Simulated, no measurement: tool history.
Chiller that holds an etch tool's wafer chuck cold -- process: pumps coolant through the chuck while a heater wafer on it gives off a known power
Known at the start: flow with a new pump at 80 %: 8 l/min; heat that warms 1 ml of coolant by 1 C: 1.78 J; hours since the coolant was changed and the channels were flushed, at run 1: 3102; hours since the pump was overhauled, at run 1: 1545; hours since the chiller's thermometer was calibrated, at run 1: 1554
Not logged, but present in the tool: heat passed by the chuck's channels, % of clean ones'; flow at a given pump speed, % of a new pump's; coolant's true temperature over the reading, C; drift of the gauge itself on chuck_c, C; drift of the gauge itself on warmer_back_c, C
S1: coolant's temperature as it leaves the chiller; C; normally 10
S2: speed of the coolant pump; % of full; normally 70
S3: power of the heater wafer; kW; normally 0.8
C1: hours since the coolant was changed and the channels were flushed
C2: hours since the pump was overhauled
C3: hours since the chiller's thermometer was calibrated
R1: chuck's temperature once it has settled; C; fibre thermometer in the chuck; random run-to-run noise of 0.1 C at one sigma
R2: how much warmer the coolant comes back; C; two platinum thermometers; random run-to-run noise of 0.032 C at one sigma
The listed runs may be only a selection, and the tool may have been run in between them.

{"run": 1, "hour": 0.0, "S1": 10, "S2": 70, "S3": 0.8, "C1": 3102, "C2": 1545, "C3": 1554, "R1": 21.7, "R2": 3.92}
{"run": 2, "hour": 89.1, "S1": 10, "S2": 70, "S3": 1.104, "C1": 3191, "C2": 1635, "C3": 1643, "R1": 26, "R2": 5.52}
{"run": 3, "hour": 145.9, "S1": 10, "S2": 70, "S3": 0.8, "C1": 3248, "C2": 1691, "C3": 1700, "R1": 21.8, "R2": 4.03}
{"run": 4, "hour": 189.6, "S1": 10, "S2": 70, "S3": 0.55, "C1": 3292, "C2": 1735, "C3": 1744, "R1": 18.1, "R2": 2.78}
{"run": 5, "hour": 243.8, "S1": 10, "S2": 70, "S3": 0.55, "C1": 3346, "C2": 1789, "C3": 1798, "R1": 18.1, "R2": 2.77}
{"run": 6, "hour": 306.3, "S1": 10, "S2": 78, "S3": 0.55, "C1": 3408, "C2": 1852, "C3": 1860, "R1": 17.3, "R2": 2.5}
{"run": 7, "hour": 377.0, "S1": 10, "S2": 78, "S3": 0.55, "C1": 3479, "C2": 1922, "C3": 1931, "R1": 17.6, "R2": 2.45}
{"run": 8, "hour": 417.0, "S1": 10, "S2": 78, "S3": 0.55, "C1": 3519, "C2": 1962, "C3": 1971, "R1": 17.5, "R2": 2.44}
{"run": 9, "hour": 466.5, "S1": 10, "S2": 78, "S3": 0.55, "C1": 3568, "C2": 2012, "C3": 2021, "R1": 17.5, "R2": 2.45}
{"run": 10, "hour": 539.0, "S1": 14, "S2": 91, "S3": 1.137, "C1": 3641, "C2": 2084, "C3": 2093, "R1": 28, "R2": 4.33}
{"run": 11, "hour": 618.5, "S1": 3, "S2": 66, "S3": 0.777, "C1": 3720, "C2": 2164, "C3": 2173, "R1": 15, "R2": 4.21}
{"run": 12, "hour": 659.0, "S1": 3, "S2": 66, "S3": 0.777, "C1": 3761, "C2": 2204, "C3": 2213, "R1": 15.1, "R2": 4.19}
{"run": 13, "hour": 713.9, "S1": 1, "S2": 70, "S3": 0.8, "C1": 3816, "C2": 2259, "C3": 2268, "R1": 13, "R2": 4.04}
{"run": 14, "hour": 781.5, "S1": 1, "S2": 70, "S3": 0.8, "C1": 3883, "C2": 2327, "C3": 2336, "R1": 13, "R2": 4.01}
{"run": 15, "hour": 837.2, "S1": 15, "S2": 67, "S3": 0.426, "C1": 3939, "C2": 2383, "C3": 2391, "R1": 21.2, "R2": 2.25}
{"run": 16, "hour": 884.5, "S1": 15, "S2": 67, "S3": 0.426, "C1": 3986, "C2": 2430, "C3": 2439, "R1": 21.3, "R2": 2.33}

Alternative continuations, all from the tool just after run 16; predict every row:
{"run": "A", "hour": 925.7, "S1": 4, "S2": 67, "S3": 0.81, "C1": 4028, "C2": 2471, "C3": 2480, "R1": "?", "R2": "?"}
{"run": "B", "hour": 925.7, "S1": 16, "S2": 72, "S3": 0.747, "C1": 4028, "C2": 2471, "C3": 2480, "R1": "?", "R2": "?"}
{"run": "C", "hour": 925.7, "S1": 13, "S2": 67, "S3": 0.547, "C1": 4028, "C2": 2471, "C3": 2480, "R1": "?", "R2": "?"}
{"run": "D", "hour": 925.7, "S1": 10, "S2": 83, "S3": 0.8, "C1": 4028, "C2": 2471, "C3": 2480, "R1": "?", "R2": "?"}
{"run": "E", "hour": 925.7, "S1": 10, "S2": 76, "S3": 0.8, "C1": 4028, "C2": 2471, "C3": 2480, "R1": "?", "R2": "?"}

run=A R1=16.3 R2=4.35
run=B R1=26.8 R2=3.67
run=C R1=21.3 R2=2.89
run=D R1=20.6 R2=3.42
run=E R1=21.3 R2=3.71
Stripped of hidden state, with their random variation kept, the same runs would have yielded:
run=A R1=15.5 R2=4.17
run=B R1=26.1 R2=3.51
run=C R1=20.8 R2=2.77
run=D R1=19.9 R2=3.28
run=E R1=20.6 R2=3.55

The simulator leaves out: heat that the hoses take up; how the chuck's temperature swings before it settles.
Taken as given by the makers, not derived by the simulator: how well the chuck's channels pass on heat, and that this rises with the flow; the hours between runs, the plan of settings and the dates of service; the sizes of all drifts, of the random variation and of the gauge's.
